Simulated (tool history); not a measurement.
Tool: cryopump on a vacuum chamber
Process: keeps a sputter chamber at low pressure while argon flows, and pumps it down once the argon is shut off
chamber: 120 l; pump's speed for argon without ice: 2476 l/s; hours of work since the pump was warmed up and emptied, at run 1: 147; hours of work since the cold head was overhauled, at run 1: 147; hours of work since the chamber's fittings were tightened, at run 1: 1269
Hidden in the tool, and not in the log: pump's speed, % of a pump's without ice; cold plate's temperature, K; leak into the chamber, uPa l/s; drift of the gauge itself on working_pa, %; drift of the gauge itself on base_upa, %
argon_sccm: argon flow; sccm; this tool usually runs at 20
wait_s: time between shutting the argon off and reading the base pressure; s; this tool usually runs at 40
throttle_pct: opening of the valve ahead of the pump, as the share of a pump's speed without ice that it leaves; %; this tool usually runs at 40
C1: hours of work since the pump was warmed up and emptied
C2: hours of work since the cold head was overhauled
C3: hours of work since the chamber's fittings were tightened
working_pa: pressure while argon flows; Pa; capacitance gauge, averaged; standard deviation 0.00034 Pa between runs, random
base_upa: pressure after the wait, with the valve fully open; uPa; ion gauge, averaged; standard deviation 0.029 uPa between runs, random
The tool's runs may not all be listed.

run 1 day=0.000 | argon_sccm=20 wait_s=40 throttle_pct=40 | C1=147 C2=147 C3=1269 | working_pa=0.0345 base_upa=2.59
run 2 day=0.900 | argon_sccm=20 wait_s=70 throttle_pct=40 | C1=157 C2=157 C3=1280 | working_pa=0.0348 base_upa=2.15
run 3 day=1.896 | argon_sccm=9 wait_s=40 throttle_pct=40 | C1=168 C2=168 C3=1291 | working_pa=0.0159 base_upa=2.65
run 4 day=2.388 | argon_sccm=20 wait_s=40 throttle_pct=40 | C1=174 C2=174 C3=1297 | working_pa=0.0348 base_upa=2.68
run 5 day=3.021 | argon_sccm=20 wait_s=40 throttle_pct=40 | C1=181 C2=181 C3=1304 | working_pa=0.0350 base_upa=2.76
run 6 day=3.562 | argon_sccm=20 wait_s=40 throttle_pct=40 | C1=188 C2=188 C3=1310 | working_pa=0.0355 base_upa=2.67
run 7 day=4.396 | argon_sccm=20 wait_s=40 throttle_pct=40 | C1=197 C2=197 C3=1320 | working_pa=0.0356 base_upa=2.74
run 8 day=5.017 | argon_sccm=20 wait_s=40 throttle_pct=40 | C1=204 C2=204 C3=1327 | working_pa=0.0357 base_upa=2.63
run 9 day=5.858 | argon_sccm=27 wait_s=40 throttle_pct=40 | C1=214 C2=214 C3=1337 | working_pa=0.0469 base_upa=2.74
run 10 day=6.792 | argon_sccm=24 wait_s=34 throttle_pct=47 | C1=225 C2=225 C3=1347 | working_pa=0.0360 base_upa=2.99
run 11 day=7.338 | argon_sccm=16 wait_s=40 throttle_pct=40 | C1=231 C2=231 C3=1354 | working_pa=0.0285 base_upa=2.82
run 12 day=7.879 | argon_sccm=16 wait_s=40 throttle_pct=40 | C1=237 C2=237 C3=1360 | working_pa=0.0283 base_upa=2.72
run 13 day=8.400 | argon_sccm=16 wait_s=40 throttle_pct=40 | C1=243 C2=243 C3=1366 | working_pa=0.0280 base_upa=2.79
run 14 day=8.821 | argon_sccm=16 wait_s=40 throttle_pct=40 | C1=248 C2=248 C3=1371 | working_pa=0.0279 base_upa=2.83
run 15 day=9.717 | argon_sccm=16 wait_s=40 throttle_pct=40 | C1=258 C2=258 C3=1381 | working_pa=0.0288 base_upa=2.81
run 16 day=10.696 | argon_sccm=9 wait_s=20 throttle_pct=21 | C1=270 C2=270 C3=1392 | working_pa=0.0296 base_upa=4.03
run 17 day=11.692 | argon_sccm=18 wait_s=22 throttle_pct=26 | C1=281 C2=281 C3=1404 | working_pa=0.0482 base_upa=3.87

Table of differences, measured result less the result of that run with no hidden state. Run-to-run variation is the same in both. Gauge scatter possibly is not:
run=1 working_pa=+0.0007 base_upa=+1.25
run=2 working_pa=+0.0008 base_upa=+1.32
run=3 working_pa=+0.0003 base_upa=+1.31
run=4 working_pa=+0.0008 base_upa=+1.33
run=5 working_pa=+0.0008 base_upa=+1.36
run=6 working_pa=+0.0008 base_upa=+1.34
run=7 working_pa=+0.0009 base_upa=+1.36
run=8 working_pa=+0.0009 base_upa=+1.31
run=9 working_pa=+0.0013 base_upa=+1.38
run=10 working_pa=+0.0012 base_upa=+1.39
run=11 working_pa=+0.0009 base_upa=+1.43
run=12 working_pa=+0.0009 base_upa=+1.39
run=13 working_pa=+0.0009 base_upa=+1.42
run=14 working_pa=+0.0009 base_upa=+1.46
run=15 working_pa=+0.0009 base_upa=+1.44
run=16 working_pa=+0.0006 base_upa=+1.46
run=17 working_pa=+0.0011 base_upa=+1.48
